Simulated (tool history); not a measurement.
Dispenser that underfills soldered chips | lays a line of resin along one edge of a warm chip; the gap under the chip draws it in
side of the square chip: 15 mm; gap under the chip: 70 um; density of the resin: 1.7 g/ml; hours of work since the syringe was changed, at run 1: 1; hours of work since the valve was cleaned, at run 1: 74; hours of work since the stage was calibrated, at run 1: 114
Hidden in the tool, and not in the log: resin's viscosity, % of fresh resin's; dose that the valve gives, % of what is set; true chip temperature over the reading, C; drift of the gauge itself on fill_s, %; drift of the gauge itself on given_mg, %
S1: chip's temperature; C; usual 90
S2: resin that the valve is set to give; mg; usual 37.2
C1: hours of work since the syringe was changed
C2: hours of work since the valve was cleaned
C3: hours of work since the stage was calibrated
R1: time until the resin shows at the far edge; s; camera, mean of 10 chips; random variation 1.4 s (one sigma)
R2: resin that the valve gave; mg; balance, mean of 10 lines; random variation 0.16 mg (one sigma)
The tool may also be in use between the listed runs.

run  hour   S1    S2  C1  C2   C3     R1     R2
  1     0   90  37.2   1  74  114  139.1   36.2
  2   3.9   90  37.2   4  77  117  148.7  36.15
  3   9.8   90  37.2   9  82  122    180  36.18
     12.4  -- new syringe of resin
  4  13.8   90  37.2   1  85  125  137.3  36.18
  5  20.3   90    32   6  90  130  171.4  31.03
  6  23.7   90    32   9  93  133  188.8  30.59
     26.3  -- new syringe of resin
  7  27.3   90  37.2   1  96  136  134.3  35.73
     30.3  -- dispensing valve cleaned and set on the balance
  8    32   90  48.2   4   1  139  142.7  48.45
  9  35.2   94  46.2   6   4  141  133.2  46.41
 10  40.4   79  45.8  10   8  145  272.9  45.64
     41.7  -- new syringe of resin
 11  43.9  100  35.3   2  11  148   96.1  35.34
 12  48.4  100  35.3   5  14  151  107.8  35.37
 13  53.1   92  42.9   9  18  155  161.5  42.98
     55.9  -- new syringe of resin
 14  58.7   92  42.9   2  22  159  126.6  42.75
 15  63.1   78  47.8   6  26  163  250.6  47.57
 16  67.7  103  33.8   9  29  167    113  33.38

Forecast each of these 5 alternatives for the next run:
     69.9  -- new syringe of resin
  A  71.3   90    44   1  32  169   ?   ?
     69.9  -- new syringe of resin
  B  71.3   90  36.6   1  32  169   ?   ?
     69.9  -- new syringe of resin
  C  71.3  105    36   1  32  169   ?   ?
     69.9  -- new syringe of resin
  D  71.3   95  37.2   1  32  169   ?   ?
     69.9  -- new syringe of resin
  E  71.3  103  37.6   1  32  169   ?   ?

run     R1     R2
  A    133  43.74
  B  137.7  36.31
  C   77.2  35.58
  D  110.4  37.06
  E   83.6  37.32
Without the tool's hidden state the same runs would have given:
run     R1     R2
  A  132.6  44.07
  B  137.1  36.59
  C   76.6  35.85
  D  109.8  37.34
  E   83.1   37.6
